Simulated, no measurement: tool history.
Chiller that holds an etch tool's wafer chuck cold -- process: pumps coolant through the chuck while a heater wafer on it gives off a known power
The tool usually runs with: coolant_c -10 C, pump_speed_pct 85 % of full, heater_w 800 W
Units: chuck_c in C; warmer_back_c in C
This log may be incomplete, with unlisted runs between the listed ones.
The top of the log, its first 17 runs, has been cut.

run,hour,coolant_c,pump_speed_pct,heater_w,hours since the coolant was changed and the channels were flushed,hours since the pump was overhauled,hours since the chiller's thermometer was calibrated,chuck_c,warmer_back_c
18,1770.9,-15,87,509,6665,2078,3201,-9.13,1.70
19,1928.6,-15,87,509,6823,2236,3359,-9.34,1.70
20,2013.5,-15,87,509,6908,2321,3444,-9.31,1.71
21,2142.7,-15,87,509,7037,2450,3573,-9.20,1.74
22,2217.7,-5,85,800,7112,2525,3648,4.01,2.74
23,2307.8,-5,85,800,7202,2615,3738,4.00,2.75
24,2442.4,-8,85,411,7337,2750,3873,-3.19,1.38
# hour 2464.1: chiller's thermometer calibrated
25,2549.7,-14,85,725,7443,2856,86,-6.24,2.46
26,2628.5,-4,67,954,7522,2935,164,8.22,4.27
27,2736.1,-4,67,954,7629,3043,272,8.33,4.30
28,2830.7,-16,79,502,7724,3137,367,-10.20,1.85
29,2977.6,-16,79,502,7871,3284,514,-10.19,1.91
30,3088.4,-16,79,502,7982,3395,624,-10.22,1.87
31,3173.8,-16,64,614,8067,3480,710,-7.66,2.86

Forecast each of these 5 alternatives for the next run:
A,3265.5,-4,64,974,8159,3572,801,?,?
B,3265.5,-2,85,800,8159,3572,801,?,?
C,3265.5,-10,85,486,8159,3572,801,?,?
D,3265.5,-10,96,800,8159,3572,801,?,?
E,3265.5,-16,99,615,8159,3572,801,?,?

run,chuck_c,warmer_back_c
A,9.25,4.62
B,6.80,2.80
C,-4.57,1.68
D,-1.90,2.46
E,-9.85,1.78
With no hidden state in the tool, these same runs would have given:
run,chuck_c,warmer_back_c
A,7.78,4.43
B,5.78,2.68
C,-5.21,1.61
D,-2.85,2.36
E,-10.58,1.70
